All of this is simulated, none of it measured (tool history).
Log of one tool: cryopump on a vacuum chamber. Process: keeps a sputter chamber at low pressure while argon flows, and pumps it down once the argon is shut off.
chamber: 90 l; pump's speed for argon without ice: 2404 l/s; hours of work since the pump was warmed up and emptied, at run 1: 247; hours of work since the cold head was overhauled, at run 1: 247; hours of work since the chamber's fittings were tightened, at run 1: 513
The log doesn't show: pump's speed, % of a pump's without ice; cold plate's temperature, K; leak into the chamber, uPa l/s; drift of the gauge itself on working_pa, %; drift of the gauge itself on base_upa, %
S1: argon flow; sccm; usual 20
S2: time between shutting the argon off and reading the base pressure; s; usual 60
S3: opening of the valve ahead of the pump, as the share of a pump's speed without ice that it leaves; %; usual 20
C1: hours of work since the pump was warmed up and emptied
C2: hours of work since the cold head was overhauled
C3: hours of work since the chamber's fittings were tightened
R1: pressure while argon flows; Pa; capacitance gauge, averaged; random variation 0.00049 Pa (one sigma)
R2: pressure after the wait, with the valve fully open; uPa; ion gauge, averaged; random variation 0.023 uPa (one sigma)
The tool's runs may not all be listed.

{"run": 1, "hour": 0.0, "S1": 20, "S2": 60, "S3": 20, "C1": 247, "C2": 247, "C3": 513, "R1": 0.0727, "R2": 1.26}
{"run": 2, "hour": 12.6, "S1": 20, "S2": 51, "S3": 20, "C1": 254, "C2": 254, "C3": 519, "R1": 0.0718, "R2": 1.38}
{"run": 3, "hour": 33.7, "S1": 21, "S2": 51, "S3": 20, "C1": 265, "C2": 265, "C3": 531, "R1": 0.0769, "R2": 1.41}
{"run": 4, "hour": 61.9, "S1": 21, "S2": 51, "S3": 20, "C1": 280, "C2": 280, "C3": 546, "R1": 0.0764, "R2": 1.42}
{"run": 5, "hour": 88.1, "S1": 11, "S2": 60, "S3": 20, "C1": 295, "C2": 295, "C3": 560, "R1": 0.0402, "R2": 1.36}
{"run": 6, "hour": 101.6, "S1": 20, "S2": 60, "S3": 20, "C1": 302, "C2": 302, "C3": 568, "R1": 0.0726, "R2": 1.29}
{"run": 7, "hour": 114.3, "S1": 12, "S2": 60, "S3": 20, "C1": 309, "C2": 309, "C3": 574, "R1": 0.0442, "R2": 1.38}
{"run": 8, "hour": 137.1, "S1": 12, "S2": 60, "S3": 20, "C1": 321, "C2": 321, "C3": 587, "R1": 0.0445, "R2": 1.32}
{"run": 9, "hour": 149.0, "S1": 12, "S2": 60, "S3": 20, "C1": 327, "C2": 327, "C3": 593, "R1": 0.0443, "R2": 1.33}
{"run": 10, "hour": 171.6, "S1": 17, "S2": 60, "S3": 20, "C1": 340, "C2": 340, "C3": 605, "R1": 0.0622, "R2": 1.38}
{"run": 11, "hour": 189.9, "S1": 17, "S2": 199, "S3": 20, "C1": 350, "C2": 350, "C3": 615, "R1": 0.0621, "R2": 0.92}
{"run": 12, "hour": 204.2, "S1": 20, "S2": 60, "S3": 23, "C1": 357, "C2": 357, "C3": 623, "R1": 0.0645, "R2": 1.39}
{"run": 13, "hour": 217.7, "S1": 20, "S2": 60, "S3": 20, "C1": 365, "C2": 365, "C3": 630, "R1": 0.0735, "R2": 1.36}
{"run": 14, "hour": 240.5, "S1": 20, "S2": 60, "S3": 20, "C1": 377, "C2": 377, "C3": 643, "R1": 0.073, "R2": 1.38}
{"run": 15, "hour": 263.8, "S1": 20, "S2": 60, "S3": 20, "C1": 390, "C2": 390, "C3": 655, "R1": 0.0722, "R2": 1.49}
{"run": 16, "hour": 282.0, "S1": 20, "S2": 60, "S3": 20, "C1": 399, "C2": 399, "C3": 665, "R1": 0.0738, "R2": 1.46}
{"run": 17, "hour": 298.0, "S1": 20, "S2": 60, "S3": 22, "C1": 408, "C2": 408, "C3": 674, "R1": 0.0668, "R2": 1.44}
{"run": 18, "hour": 316.8, "S1": 13, "S2": 49, "S3": 33, "C1": 418, "C2": 418, "C3": 684, "R1": 0.0296, "R2": 1.62}
{"run": 19, "hour": 340.3, "S1": 11, "S2": 140, "S3": 18, "C1": 431, "C2": 431, "C3": 697, "R1": 0.0458, "R2": 1.14}
{"run": 20, "hour": 367.5, "S1": 11, "S2": 38, "S3": 18, "C1": 446, "C2": 446, "C3": 712, "R1": 0.0452, "R2": 1.91}
{"run": 21, "hour": 383.7, "S1": 11, "S2": 38, "S3": 18, "C1": 455, "C2": 455, "C3": 720, "R1": 0.0453, "R2": 1.91}
{"hour": 398.4, "done": "pump warmed up, emptied and cooled again"}
{"run": 22, "hour": 406.5, "S1": 9, "S2": 74, "S3": 19, "C1": 4, "C2": 464, "C3": 730, "R1": 0.0332, "R2": 1.24}
{"run": 23, "hour": 420.9, "S1": 30, "S2": 60, "S3": 26, "C1": 12, "C2": 472, "C3": 738, "R1": 0.0811, "R2": 1.32}
{"run": 24, "hour": 445.7, "S1": 30, "S2": 60, "S3": 26, "C1": 26, "C2": 485, "C3": 751, "R1": 0.0814, "R2": 1.4}
{"run": 25, "hour": 462.8, "S1": 12, "S2": 60, "S3": 29, "C1": 35, "C2": 495, "C3": 760, "R1": 0.0295, "R2": 1.4}
{"run": 26, "hour": 490.4, "S1": 12, "S2": 60, "S3": 29, "C1": 50, "C2": 510, "C3": 775, "R1": 0.0292, "R2": 1.43}
{"run": 27, "hour": 517.5, "S1": 12, "S2": 60, "S3": 37, "C1": 64, "C2": 524, "C3": 790, "R1": 0.0238, "R2": 1.44}
{"run": 28, "hour": 529.5, "S1": 34, "S2": 94, "S3": 48, "C1": 71, "C2": 531, "C3": 797, "R1": 0.0505, "R2": 1.19}
{"run": 29, "hour": 552.2, "S1": 16, "S2": 208, "S3": 20, "C1": 83, "C2": 543, "C3": 809, "R1": 0.0567, "R2": 0.95}
{"run": 30, "hour": 566.0, "S1": 13, "S2": 156, "S3": 20, "C1": 91, "C2": 550, "C3": 816, "R1": 0.0467, "R2": 1.06}
{"run": 31, "hour": 580.9, "S1": 20, "S2": 51, "S3": 16, "C1": 99, "C2": 559, "C3": 824, "R1": 0.0874, "R2": 1.62}
{"run": 32, "hour": 604.4, "S1": 20, "S2": 115, "S3": 30, "C1": 112, "C2": 571, "C3": 837, "R1": 0.0481, "R2": 1.14}

Forecast each of these 3 alternatives for the next run:
{"run": "A", "hour": 631.2, "S1": 14, "S2": 212, "S3": 46, "C1": 126, "C2": 586, "C3": 852, "R1": "?", "R2": "?"}
{"run": "B", "hour": 631.2, "S1": 14, "S2": 25, "S3": 18, "C1": 126, "C2": 586, "C3": 852, "R1": "?", "R2": "?"}
{"run": "C", "hour": 631.2, "S1": 22, "S2": 60, "S3": 47, "C1": 126, "C2": 586, "C3": 852, "R1": "?", "R2": "?"}

run=A R1=0.0222 R2=0.99
run=B R1=0.0557 R2=2.44
run=C R1=0.0344 R2=1.51
Without the tool's hidden state the same runs would have given:
run=A R1=0.0214 R2=0.29
run=B R1=0.0549 R2=1.75
run=C R1=0.0332 R2=0.82
